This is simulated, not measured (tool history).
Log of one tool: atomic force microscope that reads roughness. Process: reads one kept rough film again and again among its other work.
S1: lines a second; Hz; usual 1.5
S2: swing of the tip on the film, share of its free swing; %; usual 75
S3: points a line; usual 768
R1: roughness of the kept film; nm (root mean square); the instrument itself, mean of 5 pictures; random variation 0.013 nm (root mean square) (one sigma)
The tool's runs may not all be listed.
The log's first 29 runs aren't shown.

run	hour	S1	S2	S3	R1
30	679.7	0.62	69	329	1.736
31	693.3	0.61	75	908	1.537
# hour 701: new tip fitted
32	711.2	1.15	60	489	2.6
33	728.2	0.51	74	586	2.023
34	750.7	1.5	63	768	1.483
# hour 758.6: new tip fitted
35	770.7	1.26	70	521	2.523
36	784.7	1.5	75	335	1.882
# hour 794.9: height scale calibrated on a step standard, once more
37	802	1.35	65	616	1.663
# hour 816.9: new tip fitted
38	820	3.77	77	524	2.499
39	846.9	2.71	78	359	1.667
40	867.9	0.68	75	979	1.532
# hour 874.1: new tip fitted
41	894.2	2.53	64	787	2.198
42	909.2	2.53	64	725	1.739
43	922.9	1.05	71	859	1.527
# hour 932.8: new tip fitted
44	954.6	1.56	75	768	2.102
45	977.6	0.58	87	768	1.561
# hour 991.3: new tip fitted
46	1000.7	0.58	87	768	2.682
47	1022.1	1.9	75	768	1.804
48	1043.1	2.39	59	278	1.484
# hour 1048.9: new tip fitted
49	1060.5	1.67	59	840	2.549
50	1075.1	1.67	59	840	2
51	1088.9	0.89	55	768	1.731
# hour 1107: new tip fitted
52	1111.1	3.48	55	768	3.02

Forecast each of these 3 alternatives for the next run:
A	1129.8	1.35	68	695	?
B	1129.8	3.48	75	768	?
C	1129.8	1.78	62	385	?

run	R1
A	2.163
B	1.868
C	2.152
Without the tool's hidden state the same runs would have given:
run	R1
A	3.269
B	2.824
C	3.25
